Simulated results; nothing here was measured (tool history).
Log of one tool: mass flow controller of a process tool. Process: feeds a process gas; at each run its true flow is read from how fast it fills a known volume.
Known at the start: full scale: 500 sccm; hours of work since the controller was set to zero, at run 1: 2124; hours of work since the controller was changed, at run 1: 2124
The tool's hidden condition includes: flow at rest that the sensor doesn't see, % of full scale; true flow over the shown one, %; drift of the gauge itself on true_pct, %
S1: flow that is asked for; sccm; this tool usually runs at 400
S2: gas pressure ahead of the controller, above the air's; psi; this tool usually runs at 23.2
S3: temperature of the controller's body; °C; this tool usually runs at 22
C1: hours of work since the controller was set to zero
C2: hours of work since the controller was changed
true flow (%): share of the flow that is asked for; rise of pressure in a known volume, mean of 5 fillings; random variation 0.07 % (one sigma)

Run 1, hour 0: usual settings; C1 2124; C2 2124. Result: true flow (%) 99.02.
Run 2, hour 209.3: usual settings; C1 2244; C2 2244. Result: true flow (%) 99.
Run 3, hour 401.5: usual settings but S1 238 sccm; C1 2354; C2 2354. Result: true flow (%) 98.27.
Run 4, hour 657.1: usual settings but S1 238 sccm; C1 2500; C2 2500. Result: true flow (%) 98.13.
Run 5, hour 857.9: usual settings but S1 238 sccm; C1 2615; C2 2615. Result: true flow (%) 98.09.
Run 6, hour 1060.9: usual settings but S1 238 sccm; C1 2732; C2 2732. Result: true flow (%) 98.06.
Run 7, hour 1267.7: usual settings but S1 238 sccm; C1 2850; C2 2850. Result: true flow (%) 97.93.
Run 8, hour 1525.9: usual settings but S1 238 sccm; C1 2998; C2 2998. Result: true flow (%) 98.04.
Run 9, hour 1720.6: usual settings but S1 238 sccm, S2 34.4 psi; C1 3109; C2 3109. Result: true flow (%) 98.23.
Run 10, hour 1909.9: usual settings but S1 75 sccm, S3 38 °C; C1 3218; C2 3218. Result: true flow (%) 99.18.
Run 11, hour 2094.7: usual settings but S1 112 sccm, S3 38 °C; C1 3324; C2 3324. Result: true flow (%) 99.07.
Run 12, hour 2260.7: usual settings but S1 112 sccm, S3 38 °C; C1 3419; C2 3419. Result: true flow (%) 99.11.
Run 13, hour 2383.4: usual settings but S1 112 sccm, S3 38 °C; C1 3489; C2 3489. Result: true flow (%) 99.11.
Run 14, hour 2567.1: usual settings but S1 112 sccm, S2 22.8 psi, S3 38 °C; C1 3594; C2 3594. Result: true flow (%) 98.99.
Run 15, hour 2699.6: usual settings but S1 446 sccm, S2 27.8 psi, S3 30 °C; C1 3670; C2 3670. Result: true flow (%) 99.44.
Run 16, hour 2930.7: usual settings but S1 90 sccm; C1 3802; C2 3802. Result: true flow (%) 96.91.

What does the tool deliver on the next run?
Run 17, hour 3082: usual settings but S1 80 sccm, S2 23.8 psi, S3 24 °C; C1 3889; C2 3889. Result: true flow (%) ?.

true flow (%): 97.12
With the hidden condition absent and the run-to-run variation left alone, this run would have shown true flow (%) 98.05.
